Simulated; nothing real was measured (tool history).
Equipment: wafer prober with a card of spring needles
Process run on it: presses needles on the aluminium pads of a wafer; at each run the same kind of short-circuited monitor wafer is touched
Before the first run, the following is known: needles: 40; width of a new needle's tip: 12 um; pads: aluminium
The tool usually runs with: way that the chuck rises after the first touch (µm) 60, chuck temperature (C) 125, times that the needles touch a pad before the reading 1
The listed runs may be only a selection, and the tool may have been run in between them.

run,hour,way that the chuck rises after the first touch (µm),chuck temperature (C),times that the needles touch a pad before the reading,resistance of one needle with its contact and lead (mohm),way that a needle slides on the pad (µm)
1,0,60,125,1,219,11.993
# hour 1.8: tips cleaned on abrasive film
# hour 10.4: tips cleaned on abrasive film
# hour 17.2: tips cleaned on abrasive film
# hour 25.8: tips cleaned on abrasive film
# hour 34.4: tips cleaned on abrasive film
# hour 38.1: height of the first contact set anew
2,41.3,60,125,1,218,11.99
# hour 43: tips cleaned on abrasive film
# hour 49.9: tips cleaned on abrasive film
# hour 58.5: tips cleaned on abrasive film
# hour 67.1: tips cleaned on abrasive film
# hour 75.6: tips cleaned on abrasive film
# hour 82.5: tips cleaned on abrasive film
# hour 91.1: tips cleaned on abrasive film
# hour 98: tips cleaned on abrasive film
# hour 110: card fitted with new needles
3,114.5,60,125,1,218,11.992
# hour 118: tips cleaned on abrasive film
# hour 126.6: tips cleaned on abrasive film
# hour 135.1: tips cleaned on abrasive film
# hour 143.7: tips cleaned on abrasive film
# hour 150.6: tips cleaned on abrasive film
4,151.2,60,125,1,217,11.973
# hour 158.1: tips cleaned on abrasive film
# hour 166.6: tips cleaned on abrasive film
# hour 175.2: tips cleaned on abrasive film
# hour 183.8: tips cleaned on abrasive film
# hour 192.3: tips cleaned on abrasive film
# hour 200.9: tips cleaned on abrasive film
# hour 207.8: tips cleaned on abrasive film
# hour 214.8: tips cleaned on abrasive film
5,214.8,60,125,1,221,11.98
# hour 223.4: tips cleaned on abrasive film
# hour 231.9: tips cleaned on abrasive film
# hour 240.5: tips cleaned on abrasive film
# hour 247.6: height of the first contact set anew
# hour 249.4: tips cleaned on abrasive film
# hour 256.3: tips cleaned on abrasive film
6,259.5,60,125,1,220,11.99

Expected results for the next run?
# hour 264.6: tips cleaned on abrasive film
# hour 273.2: tips cleaned on abrasive film
# hour 281.8: tips cleaned on abrasive film
# hour 290.4: tips cleaned on abrasive film
# hour 298.9: tips cleaned on abrasive film
# hour 307.5: tips cleaned on abrasive film
7,314.2,60,125,1,?,?

resistance of one needle with its contact and lead (mohm): 219
way that a needle slides on the pad (µm): 11.964
Without the tool's hidden state the same run would have given resistance of one needle with its contact and lead (mohm) 218, way that a needle slides on the pad (µm) 11.993.
